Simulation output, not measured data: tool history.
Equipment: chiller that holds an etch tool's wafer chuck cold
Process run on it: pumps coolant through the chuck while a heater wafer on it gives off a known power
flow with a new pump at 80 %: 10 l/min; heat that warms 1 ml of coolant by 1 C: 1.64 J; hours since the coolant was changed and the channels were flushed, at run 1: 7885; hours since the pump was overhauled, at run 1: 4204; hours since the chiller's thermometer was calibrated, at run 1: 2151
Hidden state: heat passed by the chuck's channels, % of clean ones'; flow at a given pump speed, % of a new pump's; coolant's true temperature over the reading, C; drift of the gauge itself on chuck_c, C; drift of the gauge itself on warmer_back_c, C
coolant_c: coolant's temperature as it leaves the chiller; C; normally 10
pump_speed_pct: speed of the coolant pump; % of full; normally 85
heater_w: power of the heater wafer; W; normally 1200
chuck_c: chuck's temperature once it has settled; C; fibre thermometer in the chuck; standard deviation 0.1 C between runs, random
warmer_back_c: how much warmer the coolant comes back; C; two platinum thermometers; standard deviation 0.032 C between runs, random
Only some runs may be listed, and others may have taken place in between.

run,hour,coolant_c,pump_speed_pct,heater_w,hours since the coolant was changed and the channels were flushed,hours since the pump was overhauled,hours since the chiller's thermometer was calibrated,chuck_c,warmer_back_c
1,0.0,10,85,1200,7885,4204,2151,26.8,4.41
2,70.9,15,85,1200,7956,4275,2222,31.9,4.46
3,149.7,15,85,1200,8035,4354,2301,31.9,4.52
4,219.4,15,85,1200,8105,4423,2371,32.0,4.49
# hour 226.8: chiller's thermometer calibrated
5,277.7,10,85,1200,8162,4481,51,27.1,4.48
6,382.8,10,85,1200,8267,4586,156,27.1,4.45
# hour 404.4: chiller's thermometer calibrated, once more
7,489.7,10,85,1200,8373,4692,85,26.7,4.49
8,571.2,10,85,1200,8455,4773,167,26.8,4.53
9,663.7,10,85,1200,8547,4866,259,26.9,4.45
10,759.5,10,85,1200,8643,4961,355,26.9,4.47
11,857.9,10,85,1200,8741,5060,453,26.9,4.51
# hour 911.5: coolant changed, channels flushed
12,980.7,10,85,1200,69,5177,570,24.9,4.54
13,1081.6,10,85,973,170,5278,671,22.3,3.70
14,1176.9,18,85,973,265,5373,767,30.3,3.70
15,1245.2,18,85,973,334,5441,835,30.3,3.71
16,1344.0,10,85,1013,433,5540,934,22.7,3.80
17,1452.4,14,83,741,541,5648,1042,23.6,2.91
18,1568.6,6,96,1495,657,5765,1158,23.1,5.00
19,1657.7,19,81,1289,746,5854,1247,36.2,5.19
20,1725.0,15,83,1289,814,5921,1315,31.7,5.00
21,1811.0,15,83,1289,899,6007,1401,31.8,5.06
22,1868.6,16,72,845,957,6065,1458,28.4,3.80
23,1945.1,8,65,1069,1034,6141,1535,25.2,5.39
24,2012.1,4,74,667,1101,6208,1602,13.6,2.96
25,2070.3,4,74,667,1159,6266,1660,13.6,2.95
26,2155.1,15,85,1019,1244,6351,1745,28.0,3.94
27,2249.1,15,85,1019,1338,6445,1839,28.4,4.00
28,2310.1,15,69,991,1399,6506,1900,30.2,4.69
29,2415.1,10,85,725,1504,6611,2005,19.5,2.83
30,2498.4,2,80,1113,1587,6694,2088,17.3,4.60
31,2615.3,0,79,787,1704,6811,2205,11.0,3.25

For each entry between runs, how does the tool's hidden state at the last listed run before it compare with that at the first listed run after it?
Runs 4 to 5: chiller's thermometer calibrated (hour 226.8)
  heat passed by the chuck's channels, % of clean ones': 86.5 -> 86.4; flow at a given pump speed, % of a new pump's: 92.3 -> 92.2; coolant's true temperature over the reading, C: 0.29 -> 0.38
  measured less the result without the state, chuck_c: +3.1 -> +3.2 C; warmer_back_c: +0.34 -> +0.34 C
Runs 6 to 7: chiller's thermometer calibrated, once more (hour 404.4)
  heat passed by the chuck's channels, % of clean ones': 86.2 -> 86; flow at a given pump speed, % of a new pump's: 92 -> 91.9; coolant's true temperature over the reading, C: 0.4 -> -0.06
  measured less the result without the state, chuck_c: +3.3 -> +2.9 C; warmer_back_c: +0.35 -> +0.37 C
Runs 11 to 12: coolant changed, channels flushed (hour 911.5)
  heat passed by the chuck's channels, % of clean ones': 85.5 -> 99.5; flow at a given pump speed, % of a new pump's: 91.3 -> 91.1; coolant's true temperature over the reading, C: -0.02 -> -0.01
  measured less the result without the state, chuck_c: +3.1 -> +1.1 C; warmer_back_c: +0.39 -> +0.41 C
